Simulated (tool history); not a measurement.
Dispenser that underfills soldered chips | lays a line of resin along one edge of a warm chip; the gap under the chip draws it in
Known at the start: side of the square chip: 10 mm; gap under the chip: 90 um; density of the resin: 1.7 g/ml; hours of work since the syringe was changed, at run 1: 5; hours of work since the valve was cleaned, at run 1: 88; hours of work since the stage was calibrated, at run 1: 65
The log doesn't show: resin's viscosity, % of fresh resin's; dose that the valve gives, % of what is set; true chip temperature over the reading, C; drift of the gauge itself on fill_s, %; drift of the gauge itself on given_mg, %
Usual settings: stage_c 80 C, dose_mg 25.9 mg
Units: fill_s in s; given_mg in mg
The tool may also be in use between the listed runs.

run	hour	stage_c	dose_mg	hours of work since the syringe was changed	hours of work since the valve was cleaned	hours of work since the stage was calibrated	fill_s	given_mg
1	0	80	25.9	5	88	65	74.9	23.87
2	3.8	80	31.8	8	90	68	88.7	29.23
# hour 5.8: new syringe of resin
3	8.5	80	31.8	2	93	71	54.9	29.08
4	11.2	88	25.9	4	95	73	47.4	23.64
# hour 14: dispensing valve cleaned and set on the balance
5	17	88	25.9	7	2	76	59.9	25.97
# hour 19.8: new syringe of resin
6	21.8	80	25.9	1	5	80	54.4	26.02
7	24.5	80	25.9	3	7	82	63.7	25.89
8	29.7	80	25.9	7	11	85	83.8	25.92
9	31.8	80	25.9	8	12	87	93.1	25.92
# hour 32.9: new syringe of resin
10	34.5	80	25.9	1	14	88	55.5	25.55
11	39.2	80	25.9	4	17	92	68.4	25.45
12	44	80	31.2	8	21	95	90.2	30.77
# hour 45.9: new syringe of resin
13	48.6	80	25.9	2	24	98	57.4	25.34
14	53.1	80	25.9	5	27	101	73.1	25.37
15	55.7	80	25.9	7	29	103	85.4	25.54
# hour 59: new syringe of resin
16	60.6	72	25.9	1	32	106	73.9	25.26
17	63.4	80	25.9	3	34	108	60.7	25.02
18	67.6	80	25.9	6	37	111	77.8	25.29
19	70.9	80	25.9	8	39	113	92.7	25.08
# hour 72.4: new syringe of resin
20	74.9	80	25.9	2	42	116	54.7	25.05
21	79.6	80	25.9	5	45	119	71.7	24.96
22	83.6	77	26.8	8	48	122	100.5	25.72
# hour 85.5: new syringe of resin
23	88.5	80	22.6	2	51	125	59.5	21.69
24	93.5	76	23.4	6	54	129	89.2	22.38
25	97.3	94	25.5	8	57	132	52.7	24.15
# hour 98.7: new syringe of resin
26	102.4	69	25.6	3	60	135	93.5	24.24
27	105.2	69	25.6	5	62	137	109.2	24.3
28	109.6	69	25.6	8	66	140	137.9	24.21
# hour 111.9: new syringe of resin
29	113.1	91	27.7	1	68	142	33.8	26.07
30	116.8	91	27.7	3	70	145	40.2	26.03
31	118.9	80	22.9	5	72	146	72	21.58
32	123.2	80	22.9	8	75	149	93	21.54
# hour 125.1: new syringe of resin
33	127.8	72	22.1	2	78	152	80.1	20.58
34	130.7	72	22.1	4	80	154	95.1	20.66
35	134.5	94	24	7	83	157	46.8	22.3

Hidden state at the last listed run before each entry between runs and at the first one after, where it differs:
Between runs 2 and 3: new syringe of resin (hour 5.8)
  resin's viscosity, % of fresh resin's: 183.9 -> 112.7; dose that the valve gives, % of what is set: 91.98 -> 91.7; true chip temperature over the reading, C: 0.25 -> 0.27
  measured less the result without the state, fill_s: +40.2 -> +5.8 s; given_mg: -2.56 -> -2.63 mg
Between runs 4 and 5: dispensing valve cleaned and set on the balance (hour 14)
  resin's viscosity, % of fresh resin's: 130.3 -> 169; dose that the valve gives, % of what is set: 91.53 -> 100.18; true chip temperature over the reading, C: 0.28 -> 0.3
  measured less the result without the state, fill_s: +10.8 -> +24.2 s; given_mg: -2.18 -> +0.05 mg
Between runs 5 and 6: new syringe of resin (hour 19.8)
  resin's viscosity, % of fresh resin's: 169 -> 111; dose that the valve gives, % of what is set: 100.18 -> 99.92; true chip temperature over the reading, C: 0.3 -> 0.31
  measured less the result without the state, fill_s: +24.2 -> +4.8 s; given_mg: +0.05 -> -0.02 mg
Between runs 9 and 10: new syringe of resin (hour 32.9)
  resin's viscosity, % of fresh resin's: 190.7 -> 110.7; dose that the valve gives, % of what is set: 99.31 -> 99.14
  measured less the result without the state, fill_s: +43.6 -> +4.6 s; given_mg: -0.18 -> -0.23 mg
Between runs 12 and 13: new syringe of resin (hour 45.9)
  resin's viscosity, % of fresh resin's: 185.2 -> 118.1; dose that the valve gives, % of what is set: 98.51 -> 98.26; true chip temperature over the reading, C: 0.39 -> 0.4
  measured less the result without the state, fill_s: +40.7 -> +8 s; given_mg: -0.46 -> -0.44 mg
Between runs 15 and 16: new syringe of resin (hour 59)
  resin's viscosity, % of fresh resin's: 173.5 -> 109.1; dose that the valve gives, % of what is set: 97.82 -> 97.52; true chip temperature over the reading, C: 0.43 -> 0.44
  measured less the result without the state, fill_s: +35.2 -> +5.1 s; given_mg: -0.57 -> -0.64 mg
Between runs 19 and 20: new syringe of resin (hour 72.4)
  resin's viscosity, % of fresh resin's: 189.7 -> 114.3; dose that the valve gives, % of what is set: 96.94 -> 96.72; true chip temperature over the reading, C: 0.48 -> 0.49
  measured less the result without the state, fill_s: +42.7 -> +6.1 s; given_mg: -0.79 -> -0.85 mg
Between runs 22 and 23: new syringe of resin (hour 85.5)
  resin's viscosity, % of fresh resin's: 183.4 -> 117.1; dose that the valve gives, % of what is set: 96.21 -> 95.94; true chip temperature over the reading, C: 0.52 -> 0.54
  measured less the result without the state, fill_s: +44.6 -> +7.9 s; given_mg: -1.02 -> -0.91 mg
Between runs 25 and 26: new syringe of resin (hour 98.7)
  resin's viscosity, % of fresh resin's: 188.3 -> 120.9; dose that the valve gives, % of what is set: 95.37 -> 95.08; true chip temperature over the reading, C: 0.57 -> 0.58
  measured less the result without the state, fill_s: +24.1 -> +14.5 s; given_mg: -1.17 -> -1.26 mg
Between runs 28 and 29: new syringe of resin (hour 111.9)
  resin's viscosity, % of fresh resin's: 178.3 -> 107.5; dose that the valve gives, % of what is set: 94.61 -> 94.42; true chip temperature over the reading, C: 0.61 -> 0.62
  measured less the result without the state, fill_s: +58.8 -> +1.7 s; given_mg: -1.39 -> -1.54 mg
Between runs 32 and 33: new syringe of resin (hour 125.1)
  resin's viscosity, % of fresh resin's: 185.2 -> 115.3; dose that the valve gives, % of what is set: 93.75 -> 93.47; true chip temperature over the reading, C: 0.65 -> 0.67
  measured less the result without the state, fill_s: +41.8 -> +9.5 s; given_mg: -1.44 -> -1.44 mg
